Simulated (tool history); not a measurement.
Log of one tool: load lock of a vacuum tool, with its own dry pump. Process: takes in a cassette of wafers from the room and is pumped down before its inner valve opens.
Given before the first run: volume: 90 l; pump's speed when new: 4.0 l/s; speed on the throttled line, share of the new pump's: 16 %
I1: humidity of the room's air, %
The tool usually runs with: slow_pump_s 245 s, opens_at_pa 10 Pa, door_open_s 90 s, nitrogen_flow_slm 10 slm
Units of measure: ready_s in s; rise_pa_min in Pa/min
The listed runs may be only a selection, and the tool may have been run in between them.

{"run": 1, "hour": 0.0, "slow_pump_s": 245, "opens_at_pa": 10, "door_open_s": 90, "nitrogen_flow_slm": 10, "I1": 44.8, "ready_s": 421, "rise_pa_min": 0.064}
{"run": 2, "hour": 155.6, "slow_pump_s": 245, "opens_at_pa": 10, "door_open_s": 90, "nitrogen_flow_slm": 10, "I1": 44.8, "ready_s": 422.5, "rise_pa_min": 0.062}
{"run": 3, "hour": 238.6, "slow_pump_s": 245, "opens_at_pa": 10, "door_open_s": 90, "nitrogen_flow_slm": 10, "I1": 44, "ready_s": 416.1, "rise_pa_min": 0.07}
{"run": 4, "hour": 358.0, "slow_pump_s": 245, "opens_at_pa": 10, "door_open_s": 90, "nitrogen_flow_slm": 10, "I1": 44, "ready_s": 413.4, "rise_pa_min": 0.063}
{"run": 5, "hour": 500.8, "slow_pump_s": 245, "opens_at_pa": 10, "door_open_s": 90, "nitrogen_flow_slm": 10, "I1": 45.2, "ready_s": 420.6, "rise_pa_min": 0.071}
{"run": 6, "hour": 578.8, "slow_pump_s": 245, "opens_at_pa": 10, "door_open_s": 29, "nitrogen_flow_slm": 10, "I1": 48.4, "ready_s": 419.4, "rise_pa_min": 0.057}
{"run": 7, "hour": 710.5, "slow_pump_s": 217, "opens_at_pa": 10, "door_open_s": 133, "nitrogen_flow_slm": 10, "I1": 42.3, "ready_s": 398.4, "rise_pa_min": 0.075}
{"run": 8, "hour": 792.7, "slow_pump_s": 168, "opens_at_pa": 10, "door_open_s": 90, "nitrogen_flow_slm": 4, "I1": 46.7, "ready_s": 356.8, "rise_pa_min": 0.071}
{"run": 9, "hour": 861.2, "slow_pump_s": 244, "opens_at_pa": 10, "door_open_s": 153, "nitrogen_flow_slm": 27, "I1": 41.5, "ready_s": 423.2, "rise_pa_min": 0.063}
{"run": 10, "hour": 955.9, "slow_pump_s": 194, "opens_at_pa": 13, "door_open_s": 90, "nitrogen_flow_slm": 10, "I1": 43.9, "ready_s": 372.7, "rise_pa_min": 0.069}

Pick out some run-to-run changes in ready_s. Of each, how much would a tool without hidden state show as well, from the settings, what came in and chance, and how much is left for the hidden state and any gauge scatter not in both results compared?
The hidden state here: pump's speed, % of a new pump's; leak at the door's seal, Pa l/s; drift of the gauge itself on ready_s, %; drift of the gauge itself on rise_pa_min, %.
Run 6 -> 7: slow_pump_s 245 -> 217, door_open_s 29 -> 133. ready_s -21 s: hidden state +0.9, all else -21.9.
Run 8 -> 9: slow_pump_s 168 -> 244, door_open_s 90 -> 153, nitrogen_flow_slm 4 -> 27. ready_s +66.4 s: hidden state -0.4, all else +66.8.
